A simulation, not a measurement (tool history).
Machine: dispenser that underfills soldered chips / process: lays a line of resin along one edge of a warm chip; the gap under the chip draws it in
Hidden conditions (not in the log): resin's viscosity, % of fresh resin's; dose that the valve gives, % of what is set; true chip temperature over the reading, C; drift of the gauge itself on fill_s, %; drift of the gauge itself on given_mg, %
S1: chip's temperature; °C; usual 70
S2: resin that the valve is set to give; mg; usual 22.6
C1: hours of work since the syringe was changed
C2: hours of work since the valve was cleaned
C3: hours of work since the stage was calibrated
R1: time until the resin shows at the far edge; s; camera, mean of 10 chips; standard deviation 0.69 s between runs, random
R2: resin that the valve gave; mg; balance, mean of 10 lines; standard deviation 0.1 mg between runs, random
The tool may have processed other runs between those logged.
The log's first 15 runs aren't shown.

run,hour,S1,S2,C1,C2,C3,R1,R2
16,88.1,70,22.6,6,65,195,110.4,21.12
# hour 95.2: new syringe of resin
17,96.2,70,27.3,1,69,200,70.3,25.79
18,102.6,70,19.7,5,73,204,104.0,18.43
19,107.9,70,19.7,8,77,207,140.9,18.24
# hour 111.4: new syringe of resin
20,111.9,70,19.7,0,79,209,73.6,18.13
21,118.4,70,19.7,4,83,213,104.3,18.22
22,126.2,70,28.8,9,88,218,146.5,26.35
# hour 127.6: new syringe of resin
23,134.5,69,19.6,4,93,223,112.9,17.80
24,140.2,57,21.3,8,96,226,266.3,19.16
# hour 144.1: new syringe of resin
25,144.7,64,20.1,0,99,229,101.3,18.21
26,148.6,81,25.1,3,101,231,50.6,22.76
27,155.8,70,27.8,7,105,236,125.5,24.94
# hour 160.7: new syringe of resin
28,162.5,70,27.8,1,109,239,70.9,24.84
29,168.2,73,28.2,5,113,243,86.0,25.06
30,175.8,85,21.9,9,117,248,77.0,19.47
# hour 177.4: new syringe of resin
31,181.0,75,27.5,2,120,251,63.8,24.35

4 options for the next run, each taken on its own from the tool as it stands now. Forecast them:
A,186.1,75,23.9,5,123,254,?,?
B,186.1,84,27.5,5,123,254,?,?
C,186.1,84,21.6,5,123,254,?,?
D,186.1,75,23.6,5,123,254,?,?

run,R1,R2
A,84.5,21.05
B,55.5,24.15
C,58.4,18.92
D,85.8,20.82
Had the tool no hidden state, the same runs would have come out as:
run,R1,R2
A,47.4,23.87
B,31.7,27.39
C,32.8,21.44
D,47.9,23.60
